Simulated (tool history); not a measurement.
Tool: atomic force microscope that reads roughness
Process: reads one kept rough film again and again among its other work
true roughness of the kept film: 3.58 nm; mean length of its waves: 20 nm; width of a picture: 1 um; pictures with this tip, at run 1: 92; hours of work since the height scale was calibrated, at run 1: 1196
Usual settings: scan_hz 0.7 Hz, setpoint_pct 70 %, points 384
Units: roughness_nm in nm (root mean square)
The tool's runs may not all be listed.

| run | hour | scan_hz | setpoint_pct | points | pictures with this tip | hours of work since the height scale was calibrated | roughness_nm |
|---|---|---|---|---|---|---|---|
| 1 | 0 | 0.7 | 70 | 384 | 92 | 1196 | 2.138 |
| 2 | 74.4 | 0.7 | 70 | 384 | 191 | 1250 | 1.788 |
|  | 96.8 | height scale calibrated on a step standard |
|  | 124 | new tip fitted |
| 3 | 156.4 | 3.06 | 70 | 384 | 44 | 42 | 2.243 |
| 4 | 198 | 0.7 | 70 | 384 | 99 | 72 | 2.095 |
| 5 | 247 | 0.7 | 70 | 384 | 165 | 107 | 1.897 |
|  | 291.6 | height scale calibrated on a step standard, once more |
| 6 | 296.9 | 1.795 | 70 | 384 | 231 | 4 | 1.613 |
|  | 317.4 | new tip fitted |
| 7 | 360.1 | 1.795 | 70 | 384 | 57 | 49 | 2.195 |
| 8 | 398.9 | 1.795 | 70 | 384 | 109 | 77 | 1.976 |
| 9 | 471.5 | 0.7 | 70 | 384 | 206 | 129 | 1.71 |
|  | 508.1 | new tip fitted |
| 10 | 511.8 | 0.7 | 70 | 581 | 5 | 157 | 2.516 |
| 11 | 596.9 | 0.7 | 70 | 581 | 119 | 218 | 1.996 |
| 12 | 651.5 | 0.7 | 70 | 693 | 192 | 257 | 1.764 |
|  | 696.9 | new tip fitted |
| 13 | 712 | 0.7 | 70 | 693 | 20 | 300 | 2.469 |
| 14 | 788.2 | 0.7 | 70 | 693 | 122 | 355 | 2.031 |
| 15 | 874 | 0.7 | 70 | 693 | 237 | 417 | 1.654 |
|  | 890 | new tip fitted |
| 16 | 911.2 | 0.7 | 70 | 693 | 29 | 443 | 2.412 |
| 17 | 958.6 | 0.7 | 70 | 693 | 92 | 477 | 2.16 |
| 18 | 996 | 0.7 | 70 | 693 | 142 | 504 | 1.968 |
| 19 | 1033.3 | 0.7 | 70 | 384 | 192 | 531 | 1.798 |
| 20 | 1070.2 | 0.7 | 70 | 384 | 242 | 557 | 1.648 |
|  | 1079 | new tip fitted |
| 21 | 1134.7 | 0.7 | 70 | 384 | 74 | 603 | 2.137 |
| 22 | 1206.7 | 0.7 | 70 | 384 | 171 | 655 | 1.804 |
|  | 1269.4 | new tip fitted |
| 23 | 1295.2 | 0.7 | 70 | 267 | 34 | 718 | 2.339 |
| 24 | 1384.1 | 0.7 | 70 | 267 | 153 | 781 | 1.885 |
| 25 | 1452.1 | 1.304 | 69 | 710 | 244 | 830 | 1.673 |
|  | 1459.5 | new tip fitted |
| 26 | 1498.6 | 2.159 | 57 | 629 | 53 | 863 | 2.297 |
| 27 | 1573.2 | 0.7 | 73 | 384 | 153 | 917 | 1.895 |
|  | 1652 | new tip fitted |
| 28 | 1652.1 | 0.839 | 62 | 689 | 0 | 973 | 2.571 |
| 29 | 1732.1 | 0.7 | 72 | 695 | 108 | 1030 | 2.084 |
| 30 | 1789.1 | 0.7 | 90 | 384 | 184 | 1071 | 1.768 |
|  | 1843.3 | new tip fitted |
| 31 | 1846 | 1.77 | 59 | 540 | 3 | 1112 | 2.504 |
| 32 | 1890.2 | 0.529 | 59 | 911 | 62 | 1143 | 2.281 |
| 33 | 1967.1 | 0.7 | 79 | 997 | 165 | 1198 | 1.858 |
| 34 | 2025.8 | 1.985 | 62 | 384 | 244 | 1241 | 1.592 |
|  | 2034.3 | new tip fitted |
|  | 2065.2 | height scale calibrated on a step standard |
| 35 | 2075.8 | 1.985 | 62 | 384 | 54 | 8 | 2.213 |
| 36 | 2160.8 | 0.695 | 70 | 988 | 167 | 69 | 1.814 |
|  | 2225.7 | new tip fitted |
| 37 | 2241.6 | 0.695 | 71 | 449 | 21 | 126 | 2.396 |
| 38 | 2311.1 | 0.695 | 71 | 449 | 114 | 176 | 1.995 |
| 39 | 2349.1 | 0.695 | 71 | 449 | 165 | 203 | 1.822 |
|  | 2416.7 | new tip fitted |
| 40 | 2418 | 0.695 | 71 | 449 | 2 | 252 | 2.541 |
| 41 | 2460.1 | 3.478 | 61 | 922 | 59 | 282 | 2.212 |
| 42 | 2533.4 | 2.318 | 82 | 631 | 157 | 335 | 1.741 |
| 43 | 2571.1 | 1.548 | 80 | 631 | 207 | 362 | 1.669 |
|  | 2607.2 | new tip fitted |
| 44 | 2626.4 | 0.809 | 90 | 815 | 25 | 401 | 2.333 |
| 45 | 2697.1 | 0.736 | 90 | 815 | 120 | 452 | 1.936 |
| 46 | 2733.5 | 0.529 | 81 | 759 | 169 | 478 | 1.815 |
| 47 | 2776.6 | 0.529 | 81 | 759 | 226 | 509 | 1.649 |
|  | 2796.4 | new tip fitted |
| 48 | 2854.9 | 0.529 | 86 | 938 | 78 | 565 | 2.13 |

Forecast each of these 5 alternatives for the next run:
| A | 2934.7 | 0.7 | 65 | 918 | 185 | 622 | ? |
| B | 2934.7 | 0.7 | 68 | 823 | 185 | 622 | ? |
| C | 2934.7 | 0.672 | 79 | 938 | 185 | 622 | ? |
| D | 2934.7 | 1.161 | 70 | 384 | 185 | 622 | ? |
| E | 2934.7 | 0.7 | 70 | 825 | 185 | 622 | ? |

| run | roughness_nm |
|---|---|
| A | 1.809 |
| B | 1.799 |
| C | 1.773 |
| D | 1.752 |
| E | 1.796 |
Without the tool's hidden state the same runs would have given:
| run | roughness_nm |
|---|---|
| A | 2.612 |
| B | 2.595 |
| C | 2.561 |
| D | 2.527 |
| E | 2.592 |
